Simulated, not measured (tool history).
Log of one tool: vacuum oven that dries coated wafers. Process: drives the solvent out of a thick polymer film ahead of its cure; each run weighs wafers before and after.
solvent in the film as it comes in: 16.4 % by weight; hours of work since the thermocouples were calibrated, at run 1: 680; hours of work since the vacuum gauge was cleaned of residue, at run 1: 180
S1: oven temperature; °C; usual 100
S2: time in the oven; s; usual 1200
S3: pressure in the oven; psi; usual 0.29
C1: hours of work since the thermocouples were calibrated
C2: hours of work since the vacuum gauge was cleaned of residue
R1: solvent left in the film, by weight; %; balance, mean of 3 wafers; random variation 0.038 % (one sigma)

run,hour,S1,S2,S3,C1,C2,R1
1,0.0,100,1200,0.29,680,180,1.85
2,33.4,100,1200,0.29,701,201,1.78
3,71.3,100,1200,0.29,726,226,1.78
4,99.8,100,1200,0.29,744,244,1.81
5,129.5,100,1200,0.29,763,263,1.86
6,170.3,100,1200,0.29,790,290,1.82
7,211.8,100,1200,0.29,816,316,1.95

Run 8 comes next. What will it give?
8,246.4,100,1200,0.22,839,339,?

R1: 1.66 %
Without the tool's hidden state the same run would have given R1 1.36 %.
